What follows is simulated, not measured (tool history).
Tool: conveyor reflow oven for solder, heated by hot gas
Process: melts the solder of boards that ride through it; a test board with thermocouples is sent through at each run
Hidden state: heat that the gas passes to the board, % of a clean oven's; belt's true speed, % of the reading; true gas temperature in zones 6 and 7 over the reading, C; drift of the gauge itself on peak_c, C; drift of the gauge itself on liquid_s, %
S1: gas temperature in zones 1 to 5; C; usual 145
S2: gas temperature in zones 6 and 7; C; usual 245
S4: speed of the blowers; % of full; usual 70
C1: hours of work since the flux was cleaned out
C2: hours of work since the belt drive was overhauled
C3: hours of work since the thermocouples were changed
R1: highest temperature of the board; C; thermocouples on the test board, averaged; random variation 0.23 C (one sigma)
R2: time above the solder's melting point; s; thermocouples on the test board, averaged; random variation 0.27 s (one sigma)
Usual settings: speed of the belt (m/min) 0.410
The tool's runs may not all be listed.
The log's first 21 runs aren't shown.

run 22 hour=231.5 | S1=145 S2=238 speed_of_the_belt_(m/min)=0.387 S4=62 | C1=324 C2=427 C3=745 | R1=222.3 R2=103.5
run 23 hour=238.5 | S1=145 S2=245 speed_of_the_belt_(m/min)=0.466 S4=79 | C1=328 C2=432 C3=749 | R1=228.4 R2=89.8
run 24 hour=251.4 | S1=145 S2=245 speed_of_the_belt_(m/min)=0.359 S4=70 | C1=337 C2=441 C3=758 | R1=233.4 R2=122.0
run 25 hour=258.8 | S1=136 S2=245 speed_of_the_belt_(m/min)=0.359 S4=70 | C1=342 C2=446 C3=763 | R1=232.1 R2=116.5
run 26 hour=265.9 | S1=144 S2=245 speed_of_the_belt_(m/min)=0.410 S4=70 | C1=347 C2=450 C3=768 | R1=229.4 R2=103.4
run 27 hour=276.2 | S1=144 S2=245 speed_of_the_belt_(m/min)=0.410 S4=70 | C1=354 C2=457 C3=774 | R1=229.5 R2=102.9
run 28 hour=284.4 | S1=145 S2=245 speed_of_the_belt_(m/min)=0.410 S4=70 | C1=359 C2=463 C3=780 | R1=229.7 R2=103.6
run 29 hour=298.8 | S1=145 S2=245 speed_of_the_belt_(m/min)=0.410 S4=70 | C1=369 C2=472 C3=789 | R1=229.2 R2=103.3
run 30 hour=309.9 | S1=151 S2=245 speed_of_the_belt_(m/min)=0.339 S4=70 | C1=376 C2=480 C3=797 | R1=235.6 R2=134.8

4 ways to go on from here, each from the tool as it stands after run 30. What would each give?
run A hour=321.9 | S1=145 S2=243 speed_of_the_belt_(m/min)=0.410 S4=70 | C1=384 C2=488 C3=805 | R1=? R2=?
run B hour=321.9 | S1=145 S2=245 speed_of_the_belt_(m/min)=0.488 S4=70 | C1=384 C2=488 C3=805 | R1=? R2=?
run C hour=321.9 | S1=145 S2=245 speed_of_the_belt_(m/min)=0.408 S4=70 | C1=384 C2=488 C3=805 | R1=? R2=?
run D hour=321.9 | S1=151 S2=248 speed_of_the_belt_(m/min)=0.416 S4=70 | C1=384 C2=488 C3=805 | R1=? R2=?

run=A R1=227.5 R2=101.8
run=B R1=223.4 R2=82.2
run=C R1=230.0 R2=104.1
run=D R1=232.9 R2=108.1
Without the tool's hidden state the same runs would have given:
run=A R1=227.5 R2=101.8
run=B R1=223.4 R2=82.2
run=C R1=230.0 R2=104.1
run=D R1=233.0 R2=108.1
